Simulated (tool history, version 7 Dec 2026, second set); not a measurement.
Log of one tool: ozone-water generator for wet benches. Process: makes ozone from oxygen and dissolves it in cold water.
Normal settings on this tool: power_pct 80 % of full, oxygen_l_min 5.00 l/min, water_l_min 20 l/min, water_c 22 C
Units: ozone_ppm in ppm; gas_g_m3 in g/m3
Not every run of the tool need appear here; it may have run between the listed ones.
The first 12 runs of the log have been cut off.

run     day  power_pct  oxygen_l_min  water_l_min  water_c  ozone_ppm  gas_g_m3
 13  12.412         80          3.86           20       22       23.7     301.8
 14  13.071         80          3.86           20       22       24.1     301.0
 15  14.512         80          5.00           20       22       25.0     275.2
     14.625  -- water thermometer calibrated
 16  15.975         80          5.00           20       22       25.3     278.5
 17  17.542         71          5.00           24       16       22.1     261.8
 18  18.988         71          5.00           24       16       22.4     261.6
 19  20.567         71          7.54           14       22       31.1     227.2
     20.983  -- water thermometer calibrated, once more
 20  22.142         54          5.00           16       22       24.0     227.7
 21  23.146         54          5.00           16       22       24.3     227.7
 22  24.317         84          5.42           20       29       23.3     275.9
 23  25.112         59          3.98           20       29       18.5     254.8
 24  26.075         59          3.98           20       29       18.7     253.9
 25  27.225         80          2.93           20       18       22.5     327.5
 26  28.512         80          2.93           20       18       22.4     328.6
 27  29.838         59          2.93           19       18       20.1     281.4
 28  30.567         59          2.93           19       18       20.2     280.8
 29  31.958         61          5.00           20       15       24.2     243.4
 30  33.304         80          3.79           19       22       24.2     300.0
 31  34.833         80          5.00           21       26       22.7     275.6
 32  35.508         80          5.00           21       26       22.7     275.5

Consider 4 possible next runs. They are alternatives, not a sequence: every one starts from the tool as it was left by run 32. What does each give?
  A  36.258         80          2.69           21       26          ?         ?
  B  36.258         80          4.33           20       22          ?         ?
  C  36.258         64          5.00           30       15          ?         ?
  D  36.258         41          5.00           20       22          ?         ?

run  ozone_ppm  gas_g_m3
  A       19.1     339.5
  B       24.0     288.2
  C       18.0     245.4
  D       17.8     198.7
Without the tool's hidden state the same runs would have given:
run  ozone_ppm  gas_g_m3
  A       20.6     355.9
  B       25.9     302.2
  C       19.3     256.0
  D       19.0     205.3
